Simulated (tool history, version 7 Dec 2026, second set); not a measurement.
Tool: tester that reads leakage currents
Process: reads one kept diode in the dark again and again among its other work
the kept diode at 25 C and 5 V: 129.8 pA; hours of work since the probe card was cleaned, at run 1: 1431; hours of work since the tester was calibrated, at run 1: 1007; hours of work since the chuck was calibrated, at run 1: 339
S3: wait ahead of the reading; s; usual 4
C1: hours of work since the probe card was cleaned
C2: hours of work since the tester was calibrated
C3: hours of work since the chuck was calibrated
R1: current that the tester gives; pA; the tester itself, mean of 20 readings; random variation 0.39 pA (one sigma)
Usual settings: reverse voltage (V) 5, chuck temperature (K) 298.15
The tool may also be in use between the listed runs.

run 1 hour=0 | reverse_voltage_(V)=5 chuck_temperature_(K)=298.15 S3=4 | C1=1431 C2=1007 C3=339 | R1=129.96
run 2 hour=203.7 | reverse_voltage_(V)=5 chuck_temperature_(K)=298.15 S3=4 | C1=1588 C2=1164 C3=496 | R1=130.57
run 3 hour=339 | reverse_voltage_(V)=5 chuck_temperature_(K)=298.15 S3=4 | C1=1692 C2=1268 C3=600 | R1=130.37
run 4 hour=469.8 | reverse_voltage_(V)=4.98 chuck_temperature_(K)=298.15 S3=4 | C1=1793 C2=1369 C3=701 | R1=130.56
run 5 hour=669.6 | reverse_voltage_(V)=5 chuck_temperature_(K)=298.15 S3=4 | C1=1947 C2=1523 C3=855 | R1=131.21
run 6 hour=802.3 | reverse_voltage_(V)=5 chuck_temperature_(K)=298.15 S3=4 | C1=2049 C2=1625 C3=957 | R1=130.71
run 7 hour=951.6 | reverse_voltage_(V)=5 chuck_temperature_(K)=298.15 S3=4 | C1=2164 C2=1740 C3=1072 | R1=130.58
run 8 hour=1075.3 | reverse_voltage_(V)=5 chuck_temperature_(K)=298.15 S3=4 | C1=2259 C2=1835 C3=1167 | R1=129.99
run 9 hour=1215.1 | reverse_voltage_(V)=5 chuck_temperature_(K)=298.15 S3=4 | C1=2367 C2=1943 C3=1275 | R1=131.27
run 10 hour=1392.6 | reverse_voltage_(V)=4.17 chuck_temperature_(K)=298.15 S3=4 | C1=2504 C2=2079 C3=1412 | R1=117.38
run 11 hour=1498.6 | reverse_voltage_(V)=4.17 chuck_temperature_(K)=298.15 S3=4 | C1=2585 C2=2161 C3=1493 | R1=116.8
run 12 hour=1673.8 | reverse_voltage_(V)=4.17 chuck_temperature_(K)=298.15 S3=4 | C1=2720 C2=2296 C3=1628 | R1=117.03
-- hour=1805.2 probe card cleaned and baked
run 13 hour=1877.5 | reverse_voltage_(V)=5 chuck_temperature_(K)=298.15 S3=4 | C1=56 C2=2450 C3=1783 | R1=130.27
run 14 hour=2016.4 | reverse_voltage_(V)=5 chuck_temperature_(K)=298.15 S3=4 | C1=163 C2=2557 C3=1890 | R1=130.59
-- hour=2112.7 chuck's temperature calibrated
run 15 hour=2219.5 | reverse_voltage_(V)=1.07 chuck_temperature_(K)=298.15 S3=4 | C1=318 C2=2712 C3=82 | R1=51.98
run 16 hour=2386 | reverse_voltage_(V)=1.07 chuck_temperature_(K)=298.15 S3=4 | C1=446 C2=2840 C3=210 | R1=52.1
run 17 hour=2578.8 | reverse_voltage_(V)=5 chuck_temperature_(K)=302.15 S3=0.48 | C1=594 C2=2989 C3=359 | R1=181.19
run 18 hour=2784.3 | reverse_voltage_(V)=3.22 chuck_temperature_(K)=297.15 S3=0.49 | C1=752 C2=3147 C3=517 | R1=94.4
-- hour=2928.4 tester calibrated
run 19 hour=2938.4 | reverse_voltage_(V)=3.22 chuck_temperature_(K)=297.15 S3=6.36 | C1=869 C2=8 C3=634 | R1=92.08
run 20 hour=3074 | reverse_voltage_(V)=3.22 chuck_temperature_(K)=305.15 S3=6.36 | C1=974 C2=112 C3=739 | R1=173.09
run 21 hour=3255.3 | reverse_voltage_(V)=2.12 chuck_temperature_(K)=304.15 S3=2.69 | C1=1114 C2=252 C3=878 | R1=125.44
run 22 hour=3360.1 | reverse_voltage_(V)=2.46 chuck_temperature_(K)=298.15 S3=0.71 | C1=1194 C2=332 C3=959 | R1=86.21
run 23 hour=3504.2 | reverse_voltage_(V)=4.91 chuck_temperature_(K)=306.15 S3=0.47 | C1=1305 C2=443 C3=1070 | R1=242.21
run 24 hour=3704 | reverse_voltage_(V)=4.91 chuck_temperature_(K)=294.15 S3=0.31 | C1=1459 C2=597 C3=1224 | R1=98.43
run 25 hour=3843 | reverse_voltage_(V)=1.26 chuck_temperature_(K)=298.15 S3=0.49 | C1=1566 C2=704 C3=1331 | R1=58.19
run 26 hour=4021.8 | reverse_voltage_(V)=1.26 chuck_temperature_(K)=298.15 S3=1.38 | C1=1704 C2=842 C3=1469 | R1=57.93
run 27 hour=4209.8 | reverse_voltage_(V)=8.51 chuck_temperature_(K)=320.15 S3=4.28 | C1=1849 C2=987 C3=1613 | R1=921.28
run 28 hour=4367.6 | reverse_voltage_(V)=10.74 chuck_temperature_(K)=293.15 S3=4 | C1=1970 C2=1108 C3=1735 | R1=137.45
run 29 hour=4504.8 | reverse_voltage_(V)=11.85 chuck_temperature_(K)=315.15 S3=4 | C1=2076 C2=1214 C3=1840 | R1=788.79

Forecast each of these 3 alternatives for the next run:
-- hour=4658.4 chuck's temperature calibrated
run A hour=4670.5 | reverse_voltage_(V)=5.74 chuck_temperature_(K)=324.15 S3=2.82 | C1=2202 C2=1340 C3=9 | R1=?
-- hour=4658.4 chuck's temperature calibrated
run B hour=4670.5 | reverse_voltage_(V)=11.85 chuck_temperature_(K)=315.15 S3=6.31 | C1=2202 C2=1340 C3=9 | R1=?
-- hour=4658.4 chuck's temperature calibrated
run C hour=4670.5 | reverse_voltage_(V)=11.85 chuck_temperature_(K)=307.15 S3=0.53 | C1=2202 C2=1340 C3=9 | R1=?

run=A R1=961.62
run=B R1=785.62
run=C R1=443.79
Without the tool's hidden state the same runs would have given:
run=A R1=961.53
run=B R1=785.45
run=C R1=443.62
